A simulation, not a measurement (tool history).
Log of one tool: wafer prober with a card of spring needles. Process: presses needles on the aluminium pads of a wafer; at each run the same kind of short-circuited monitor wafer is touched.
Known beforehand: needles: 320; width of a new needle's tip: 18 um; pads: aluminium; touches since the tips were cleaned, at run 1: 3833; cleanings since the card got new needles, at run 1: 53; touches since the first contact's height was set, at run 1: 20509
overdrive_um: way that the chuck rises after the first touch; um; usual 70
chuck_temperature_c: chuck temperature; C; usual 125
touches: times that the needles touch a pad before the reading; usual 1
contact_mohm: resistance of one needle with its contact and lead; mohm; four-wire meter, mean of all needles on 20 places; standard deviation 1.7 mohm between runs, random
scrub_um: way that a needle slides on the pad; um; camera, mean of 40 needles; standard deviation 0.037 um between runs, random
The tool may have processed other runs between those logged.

run,day,overdrive_um,chuck_temperature_c,touches,touches since the tips were cleaned,cleanings since the card got new needles,touches since the first contact's height was set,contact_mohm,scrub_um
1,0.000,70,125,1,3833,53,20509,220,18.10
# day 0.158: tips cleaned on abrasive film
# day 0.954: tips cleaned on abrasive film
2,1.025,70,71,1,506,55,27721,175,17.99
# day 1.700: tips cleaned on abrasive film
# day 2.438: tips cleaned on abrasive film
# day 3.175: tips cleaned on abrasive film
3,3.292,67,125,1,815,58,43718,189,17.14
# day 3.979: tips cleaned on abrasive film
# day 4.746: tips cleaned on abrasive film
4,5.254,67,41,1,3617,60,57585,221,17.10
# day 5.425: tips cleaned on abrasive film
# day 6.200: tips cleaned on abrasive film
# day 6.988: tips cleaned on abrasive film
5,7.229,67,41,1,1710,63,71505,197,17.00
# day 7.679: tips cleaned on abrasive film
6,8.338,67,41,1,4671,64,79347,232,16.93
# day 8.508: tips cleaned on abrasive film
# day 9.246: tips cleaned on abrasive film
7,9.450,70,38,1,1455,66,87192,193,17.67
# day 9.775: height of the first contact set anew
# day 10.079: tips cleaned on abrasive film
# day 10.788: tips cleaned on abrasive film
8,11.233,70,125,1,3163,68,10310,219,18.15
# day 11.483: tips cleaned on abrasive film
# day 12.246: tips cleaned on abrasive film
# day 13.088: tips cleaned on abrasive film
9,13.208,70,125,1,861,71,24227,183,17.97
# day 13.821: tips cleaned on abrasive film, once more
# day 14.621: tips cleaned on abrasive film
# day 15.333: tips cleaned on abrasive film
10,15.454,70,125,2,860,74,40079,186,17.98
# day 16.092: tips cleaned on abrasive film
# day 16.875: tips cleaned on abrasive film
11,17.292,70,125,2,2937,76,53044,194,17.83
# day 17.588: tips cleaned on abrasive film
# day 18.329: tips cleaned on abrasive film
# day 19.029: tips cleaned on abrasive film
12,19.075,70,125,1,347,79,65634,180,17.85
# day 19.846: tips cleaned on abrasive film
# day 20.600: tips cleaned on abrasive film
13,20.921,51,125,1,2287,81,78670,245,12.81
# day 21.333: tips cleaned on abrasive film
14,21.946,70,125,1,4329,82,85903,236,17.73
# day 22.071: tips cleaned on abrasive film
# day 22.417: height of the first contact set anew
# day 22.888: tips cleaned on abrasive film
# day 23.721: tips cleaned on abrasive film
15,23.929,70,125,1,1451,85,10649,205,18.10
# day 24.496: tips cleaned on abrasive film
# day 25.242: tips cleaned on abrasive film
16,25.821,69,49,3,4104,87,24034,184,17.78
# day 25.979: tips cleaned on abrasive film
# day 26.750: tips cleaned on abrasive film
# day 27.542: tips cleaned on abrasive film
17,27.604,69,49,3,429,90,36588,162,17.69
# day 28.308: tips cleaned on abrasive film
# day 29.067: tips cleaned on abrasive film
18,29.479,57,44,2,2932,92,49837,205,14.50
# day 29.771: tips cleaned on abrasive film
# day 30.604: tips cleaned on abrasive film
19,31.271,51,93,2,4717,94,62485,245,12.97
# day 31.442: tips cleaned on abrasive film
# day 32.125: tips cleaned on abrasive film
20,32.788,55,31,2,4692,96,73186,231,13.87
# day 32.950: tips cleaned on abrasive film
# day 33.633: tips cleaned on abrasive film
# day 34.388: tips cleaned on abrasive film
21,34.604,55,31,2,1536,99,85996,193,13.85
# day 35.029: height of the first contact set anew
# day 35.200: tips cleaned on abrasive film
# day 36.008: tips cleaned on abrasive film
22,36.417,70,30,2,2873,101,9784,186,18.10
# day 36.733: tips cleaned on abrasive film
# day 37.433: tips cleaned on abrasive film
# day 38.212: tips cleaned on abrasive film
23,38.479,70,74,2,1887,104,24342,183,18.02
# day 38.933: tips cleaned on abrasive film
# day 39.729: tips cleaned on abrasive film
# day 40.417: tips cleaned on abrasive film
24,40.550,70,44,2,929,107,38947,170,17.98
# day 41.142: tips cleaned on abrasive film
# day 41.858: tips cleaned on abrasive film
25,41.975,70,44,2,827,109,48999,172,17.89
# day 42.679: tips cleaned on abrasive film
# day 43.450: tips cleaned on abrasive film
26,44.042,59,77,2,4190,111,63597,223,14.91
# day 44.146: tips cleaned on abrasive film
# day 44.979: tips cleaned on abrasive film
27,45.033,59,77,2,375,113,70586,175,14.89
# day 45.758: tips cleaned on abrasive film
28,46.004,59,77,2,1743,114,77445,194,14.80
# day 46.454: tips cleaned on abrasive film
# day 47.154: tips cleaned on abrasive film
29,47.504,77,125,1,2485,116,88028,214,19.45
# day 47.625: height of the first contact set anew
# day 47.962: tips cleaned on abrasive film
# day 48.742: tips cleaned on abrasive film
# day 49.458: tips cleaned on abrasive film
30,49.712,77,125,1,1805,119,14721,198,19.91

What if the next run were any one of these 3? Each begins from the tool's condition after run 30:
# day 50.192: tips cleaned on abrasive film
A,50.833,52,54,1,4533,120,22647,?,?
# day 50.192: tips cleaned on abrasive film
B,50.833,77,30,2,4533,120,22647,?,?
# day 50.192: tips cleaned on abrasive film
C,50.833,55,125,1,4533,120,22647,?,?

run,contact_mohm,scrub_um
A,303,13.33
B,192,19.90
C,288,14.20
Had the tool no hidden state, the same runs would have come out as:
run,contact_mohm,scrub_um
A,160,13.45
B,148,20.02
C,171,14.31
